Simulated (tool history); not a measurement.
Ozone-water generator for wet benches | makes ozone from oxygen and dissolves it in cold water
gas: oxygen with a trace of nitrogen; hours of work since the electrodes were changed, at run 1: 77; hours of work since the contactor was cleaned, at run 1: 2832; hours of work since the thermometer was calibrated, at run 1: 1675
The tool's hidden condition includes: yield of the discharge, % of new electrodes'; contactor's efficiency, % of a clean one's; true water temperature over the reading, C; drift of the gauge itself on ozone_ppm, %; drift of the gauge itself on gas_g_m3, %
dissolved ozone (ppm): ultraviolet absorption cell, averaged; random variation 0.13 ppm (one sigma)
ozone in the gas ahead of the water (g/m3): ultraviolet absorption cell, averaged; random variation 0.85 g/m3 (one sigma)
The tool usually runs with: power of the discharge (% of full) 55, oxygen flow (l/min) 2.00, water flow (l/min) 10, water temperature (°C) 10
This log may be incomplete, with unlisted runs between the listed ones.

run   hour  power of the discharge (% of full)  oxygen flow (l/min)  water flow (l/min)  water temperature (°C)  hours of work since the electrodes were changed  hours of work since the contactor was cleaned  hours of work since the thermometer was calibrated  dissolved ozone (ppm)  ozone in the gas ahead of the water (g/m3)
  1    0.0                                  55                 2.00                  10                      10                                               77                                           2832                                                1675                   13.7                                       136.5
  2   25.1                                  55                 2.00                  10                      10                                               97                                           2852                                                1695                   13.6                                       136.9
  3   58.3                                  55                 2.00                  10                      10                                              124                                           2879                                                1722                   13.9                                       137.3
  4   77.4                                  69                 2.00                  10                      10                                              139                                           2894                                                1737                   17.0                                       167.5
  5  114.2                                  55                 2.91                  10                      10                                              168                                           2923                                                1767                   15.4                                       120.0
  6  150.5                                  55                 2.91                  10                      10                                              198                                           2952                                                1796                   15.6                                       120.3
  7  189.1                                  55                 2.91                  10                      10                                              228                                           2983                                                1827                   15.3                                       120.7
  8  211.4                                  88                 2.00                  10                      10                                              246                                           3001                                                1844                   21.1                                       204.2
  9  231.4                                  88                 2.00                  10                      10                                              262                                           3017                                                1860                   20.9                                       205.2
 10  271.0                                  55                 2.43                  10                      10                                              294                                           3049                                                1892                   14.8                                       126.6
 11  312.1                                  55                 2.38                  10                      10                                              327                                           3082                                                1925                   14.5                                       128.8
 12  331.9                                  55                 2.38                  10                      10                                              343                                           3097                                                1941                   14.5                                       129.3
 13  351.9                                  55                 2.38                  10                      10                                              359                                           3113                                                1957                   14.5                                       129.3
 14  386.1                                  55                 2.38                  10                      10                                              386                                           3141                                                1984                   14.4                                       130.5
 15  406.9                                  55                 2.00                  10                      10                                              403                                           3157                                                2001                   13.9                                       136.5
 16  425.8                                  55                 2.00                  10                      10                                              418                                           3173                                                2016                   13.9                                       137.5
 17  456.8                                  55                 2.00                  10                      10                                              443                                           3197                                                2041                   14.0                                       139.0
 18  488.1                                  70                 2.00                  10                      18                                              468                                           3222                                                2066                   15.4                                       169.3

Expected results for the next run?
 19  529.2                                  55                 1.43                  14                       5                                              500                                           3255                                                2099                      ?                                           ?

dissolved ozone (ppm): 9.1
ozone in the gas ahead of the water (g/m3): 154.9
With no hidden state in the tool, this same run would have given dissolved ozone (ppm) 9.1, ozone in the gas ahead of the water (g/m3) 154.9.

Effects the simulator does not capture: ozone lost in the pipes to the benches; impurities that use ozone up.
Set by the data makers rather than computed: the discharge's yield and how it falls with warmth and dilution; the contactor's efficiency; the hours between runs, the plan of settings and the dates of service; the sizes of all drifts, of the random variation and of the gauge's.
